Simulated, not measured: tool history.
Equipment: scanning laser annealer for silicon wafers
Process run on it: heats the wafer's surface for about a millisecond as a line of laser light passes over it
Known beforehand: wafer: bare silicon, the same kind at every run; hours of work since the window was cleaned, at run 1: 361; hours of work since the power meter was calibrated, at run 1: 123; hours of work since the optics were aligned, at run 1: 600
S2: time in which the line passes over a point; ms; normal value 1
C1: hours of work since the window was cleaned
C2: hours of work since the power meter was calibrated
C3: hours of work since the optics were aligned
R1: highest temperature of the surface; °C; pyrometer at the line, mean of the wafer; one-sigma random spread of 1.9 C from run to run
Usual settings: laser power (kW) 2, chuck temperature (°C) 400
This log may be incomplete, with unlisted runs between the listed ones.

{"run": 1, "hour": 0.0, "laser power (kW)": 2, "S2": 1, "chuck temperature (°C)": 400, "C1": 361, "C2": 123, "C3": 600, "R1": 1131}
{"run": 2, "hour": 33.0, "laser power (kW)": 2, "S2": 1, "chuck temperature (°C)": 400, "C1": 381, "C2": 142, "C3": 619, "R1": 1132}
{"run": 3, "hour": 48.8, "laser power (kW)": 2, "S2": 1, "chuck temperature (°C)": 400, "C1": 390, "C2": 152, "C3": 629, "R1": 1132}
{"run": 4, "hour": 71.7, "laser power (kW)": 2, "S2": 1, "chuck temperature (°C)": 400, "C1": 404, "C2": 165, "C3": 642, "R1": 1132}
{"hour": 99.7, "done": "window over the wafer cleaned"}
{"run": 5, "hour": 99.7, "laser power (kW)": 2, "S2": 1, "chuck temperature (°C)": 400, "C1": 0, "C2": 181, "C3": 658, "R1": 1130}
{"run": 6, "hour": 128.7, "laser power (kW)": 2, "S2": 0.89, "chuck temperature (°C)": 400, "C1": 17, "C2": 198, "C3": 675, "R1": 1092}
{"run": 7, "hour": 161.4, "laser power (kW)": 2, "S2": 0.89, "chuck temperature (°C)": 400, "C1": 37, "C2": 217, "C3": 694, "R1": 1092}
{"run": 8, "hour": 188.5, "laser power (kW)": 2, "S2": 0.89, "chuck temperature (°C)": 400, "C1": 53, "C2": 233, "C3": 710, "R1": 1092}
{"hour": 200.6, "done": "optics aligned, line set to its width"}
{"run": 9, "hour": 214.6, "laser power (kW)": 1.935, "S2": 0.89, "chuck temperature (°C)": 400, "C1": 65, "C2": 246, "C3": 8, "R1": 1063}

What will run 10 give?
{"run": 10, "hour": 243.9, "laser power (kW)": 1.935, "S2": 0.89, "chuck temperature (°C)": 400, "C1": 82, "C2": 263, "C3": 26, "R1": "?"}

Run 10 came out at R1 1062 °C.
If the tool had no hidden condition, the same run with the same run-to-run variation would have returned R1 1062 °C.
